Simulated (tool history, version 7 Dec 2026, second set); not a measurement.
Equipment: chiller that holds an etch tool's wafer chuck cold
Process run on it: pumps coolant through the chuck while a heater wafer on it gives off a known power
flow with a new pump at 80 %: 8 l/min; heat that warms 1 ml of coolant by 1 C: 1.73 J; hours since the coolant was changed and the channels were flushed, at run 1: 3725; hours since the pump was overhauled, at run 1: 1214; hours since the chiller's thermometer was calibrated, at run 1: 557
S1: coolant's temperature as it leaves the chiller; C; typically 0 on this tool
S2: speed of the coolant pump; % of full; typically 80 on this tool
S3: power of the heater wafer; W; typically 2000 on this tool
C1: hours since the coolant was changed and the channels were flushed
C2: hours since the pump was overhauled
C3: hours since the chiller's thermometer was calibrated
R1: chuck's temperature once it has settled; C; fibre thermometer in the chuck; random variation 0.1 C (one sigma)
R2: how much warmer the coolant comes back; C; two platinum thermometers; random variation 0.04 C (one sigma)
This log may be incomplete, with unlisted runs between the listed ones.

| run | hour | S1 | S2 | S3 | C1 | C2 | C3 | R1 | R2 |
|---|---|---|---|---|---|---|---|---|---|
| 1 | 0.0 | 0 | 80 | 2000 | 3725 | 1214 | 557 | 22.7 | 8.73 |
| 2 | 38.8 | 0 | 80 | 2000 | 3764 | 1253 | 596 | 22.7 | 8.59 |
| 3 | 83.6 | 0 | 80 | 2000 | 3809 | 1298 | 641 | 22.5 | 8.59 |
| 4 | 116.9 | 0 | 80 | 2000 | 3842 | 1331 | 674 | 22.6 | 8.68 |
| 5 | 150.3 | 0 | 80 | 2000 | 3875 | 1364 | 708 | 22.7 | 8.64 |
| 6 | 196.4 | 0 | 80 | 2000 | 3921 | 1410 | 754 | 22.8 | 8.56 |
| 7 | 244.4 | 0 | 79 | 2000 | 3969 | 1459 | 802 | 22.9 | 8.72 |
| 8 | 268.6 | 0 | 79 | 2000 | 3994 | 1483 | 826 | 22.9 | 8.77 |
| 9 | 314.7 | 0 | 80 | 2000 | 4040 | 1529 | 872 | 22.4 | 8.61 |
| 10 | 340.5 | 5 | 80 | 2000 | 4065 | 1555 | 898 | 27.8 | 8.64 |
| 11 | 392.0 | 5 | 73 | 2000 | 4117 | 1606 | 949 | 29.6 | 9.49 |
| 12 | 420.0 | 0 | 80 | 2000 | 4145 | 1634 | 977 | 22.8 | 8.54 |
| 13 | 469.2 | 0 | 85 | 2000 | 4194 | 1683 | 1027 | 21.5 | 7.89 |
| 14 | 515.5 | -9 | 80 | 2000 | 4241 | 1730 | 1073 | 13.7 | 8.53 |
| 15 | 547.3 | -9 | 80 | 2000 | 4272 | 1761 | 1105 | 13.6 | 8.42 |
| 16 | 593.2 | 0 | 80 | 2000 | 4318 | 1807 | 1151 | 22.6 | 8.42 |
| 17 | 636.4 | -6 | 94 | 2537 | 4361 | 1850 | 1194 | 18.9 | 9.00 |
| 18 | 687.9 | 5 | 94 | 1165 | 4413 | 1902 | 1245 | 16.7 | 3.98 |
|  | 713.8 | coolant changed, channels flushed |
| 19 | 745.0 | -7 | 64 | 1138 | 31 | 1953 | 1296 | 8.7 | 6.11 |
| 20 | 779.2 | -7 | 64 | 1138 | 65 | 1987 | 1331 | 8.7 | 6.12 |
| 21 | 821.0 | -1 | 90 | 2634 | 107 | 2029 | 1372 | 25.9 | 9.71 |
| 22 | 867.1 | 2 | 67 | 2266 | 153 | 2075 | 1419 | 32.1 | 11.73 |
| 23 | 896.5 | 2 | 67 | 2266 | 183 | 2105 | 1448 | 32.0 | 11.71 |
| 24 | 940.0 | 2 | 67 | 2266 | 226 | 2148 | 1491 | 32.0 | 11.74 |
| 25 | 993.2 | 2 | 88 | 1733 | 279 | 2201 | 1545 | 20.0 | 6.44 |
|  | 1001.2 | gauge calibrated |
| 26 | 1035.0 | 2 | 88 | 1733 | 321 | 2243 | 1586 | 20.0 | 6.80 |
| 27 | 1058.1 | 2 | 69 | 2854 | 344 | 2266 | 1609 | 39.0 | 14.73 |
| 28 | 1099.5 | 2 | 84 | 1368 | 386 | 2308 | 1651 | 16.7 | 5.57 |
| 29 | 1133.6 | 2 | 83 | 2612 | 420 | 2342 | 1685 | 30.5 | 10.81 |
| 30 | 1163.1 | 2 | 83 | 2612 | 449 | 2371 | 1715 | 30.6 | 10.83 |
| 31 | 1201.0 | -6 | 80 | 1225 | 487 | 2409 | 1752 | 7.9 | 5.23 |
| 32 | 1237.0 | 0 | 90 | 2000 | 523 | 2445 | 1788 | 20.5 | 7.44 |

Entry by entry between the runs, the difference in hidden state between the last listed run before and the first listed run after:
Run 18 -> run 19: coolant changed, channels flushed (hour 713.8)
  heat passed by the chuck's channels, % of clean ones': 99.9 -> 100; drift of the gauge itself on warmer_back_c, C: -0.21 -> -0.23
  measured minus no-state result, R2: -0.21 -> -0.23 C
Run 25 -> run 26: gauge calibrated (hour 1001.2)
  drift of the gauge itself on warmer_back_c, C: -0.31 -> -0.01
  measured minus no-state result, R2: -0.31 -> +0.00 C
